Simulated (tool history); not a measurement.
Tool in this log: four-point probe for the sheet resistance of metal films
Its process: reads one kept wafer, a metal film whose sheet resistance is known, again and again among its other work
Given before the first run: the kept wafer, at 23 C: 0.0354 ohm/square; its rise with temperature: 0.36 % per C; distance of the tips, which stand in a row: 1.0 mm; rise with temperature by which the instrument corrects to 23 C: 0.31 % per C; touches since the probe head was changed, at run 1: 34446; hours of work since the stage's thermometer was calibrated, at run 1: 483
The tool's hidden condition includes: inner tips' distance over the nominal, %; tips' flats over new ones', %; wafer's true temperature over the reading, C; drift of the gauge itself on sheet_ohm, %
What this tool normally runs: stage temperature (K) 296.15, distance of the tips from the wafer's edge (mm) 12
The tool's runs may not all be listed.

run,hour,stage temperature (K),distance of the tips from the wafer's edge (mm),touches since the probe head was changed,hours of work since the stage's thermometer was calibrated,sheet resistance as the instrument gives it (ohm/square)
1,0.0,296.15,12,34446,483,0.035483
2,38.0,296.15,12,36003,510,0.035488
3,64.6,296.15,12,37094,530,0.035496
4,96.3,296.15,12,38392,552,0.035480
5,148.8,296.15,15,40541,590,0.035430
6,189.3,296.15,12,42200,619,0.035482
7,226.6,300.15,23,43728,646,0.035446
8,250.5,300.15,23,44707,663,0.035439
9,292.2,300.15,23,46413,693,0.035438
10,317.7,293.15,12,47460,712,0.035400
11,349.4,304.15,67,48756,735,0.035464

Here are 5 independent what-if runs from the current tool condition. What would each one return?
A,397.7,301.15,4,50735,769,?
B,397.7,297.15,63,50735,769,?
C,397.7,299.15,17,50735,769,?
D,397.7,297.15,21,50735,769,?
E,397.7,296.15,4,50735,769,?

run,sheet resistance as the instrument gives it (ohm/square)
A,0.036552
B,0.035323
C,0.035433
D,0.035365
E,0.036477
The same runs, with their run-to-run variation unchanged, on a tool lacking any hidden condition would have given:
run,sheet resistance as the instrument gives it (ohm/square)
A,0.036647
B,0.035416
C,0.035526
D,0.035458
E,0.036573
